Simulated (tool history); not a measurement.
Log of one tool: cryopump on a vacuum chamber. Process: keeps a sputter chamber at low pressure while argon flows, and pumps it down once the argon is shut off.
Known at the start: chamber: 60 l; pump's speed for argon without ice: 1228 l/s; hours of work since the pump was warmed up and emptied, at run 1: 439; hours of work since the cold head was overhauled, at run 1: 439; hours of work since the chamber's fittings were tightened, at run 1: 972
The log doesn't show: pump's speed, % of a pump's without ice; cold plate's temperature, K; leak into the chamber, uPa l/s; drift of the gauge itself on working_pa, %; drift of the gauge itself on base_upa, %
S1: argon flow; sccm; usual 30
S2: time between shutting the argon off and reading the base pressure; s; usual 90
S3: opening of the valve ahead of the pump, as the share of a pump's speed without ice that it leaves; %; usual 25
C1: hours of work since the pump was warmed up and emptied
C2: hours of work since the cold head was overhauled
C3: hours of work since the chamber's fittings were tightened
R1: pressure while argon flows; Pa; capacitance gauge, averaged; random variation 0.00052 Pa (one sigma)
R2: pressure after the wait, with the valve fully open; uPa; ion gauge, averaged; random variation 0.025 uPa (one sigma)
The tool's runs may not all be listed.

run   hour  S1   S2  S3   C1   C2    C3      R1    R2
  1    0.0  30   90  25  439  439   972  0.1697  1.28
  2   32.0  30   90  25  455  455   989  0.1686  1.28
  3   54.2  30   38  25  467  467  1000  0.1687  2.32
  4   82.3  30   90  25  481  481  1015  0.1698  1.30
  5  115.0  27   90  25  498  498  1032  0.1516  1.32
  6  140.3  30   90  30  512  512  1045  0.1428  1.32
  7  161.1  30   90  30  522  522  1056  0.1421  1.30
  8  193.0  30   90  30  539  539  1073  0.1423  1.32
  9  213.1  30   90  30  549  549  1083  0.1418  1.28
 10  243.9  30   90  30  565  565  1099  0.1426  1.35
 11  264.0  30   90  30  576  576  1110  0.1420  1.34
 12  286.1  30   90  30  587  587  1121  0.1423  1.34
 13  301.1  30   90  30  595  595  1129  0.1427  1.35
 14  325.1  30   90  30  608  608  1141  0.1440  1.36
 15  338.7  30   90  30  615  615  1148  0.1428  1.34
 16  354.8  30   90  30  623  623  1157  0.1430  1.33
 17  383.1  30   33  25  638  638  1171  0.1713  2.58
 18  412.0  30   90  21  653  653  1186  0.2021  1.37
 19  435.4  30   90  21  665  665  1199  0.2029  1.34
 20  460.8  14  117  30  678  678  1212  0.0665  1.22
 21  479.7  45   77  25  688  688  1222  0.2562  1.52
 22  497.9  45   77  25  698  698  1231  0.2555  1.54

Forecast run 23:
 23  520.9  17  37  31  710  710  1243   ?   ?

Run 23 gave R1 0.0791 Pa, R2 2.48 uPa.
Without the tool's hidden state the same run would have given R1 0.0756 Pa, R2 2.12 uPa.

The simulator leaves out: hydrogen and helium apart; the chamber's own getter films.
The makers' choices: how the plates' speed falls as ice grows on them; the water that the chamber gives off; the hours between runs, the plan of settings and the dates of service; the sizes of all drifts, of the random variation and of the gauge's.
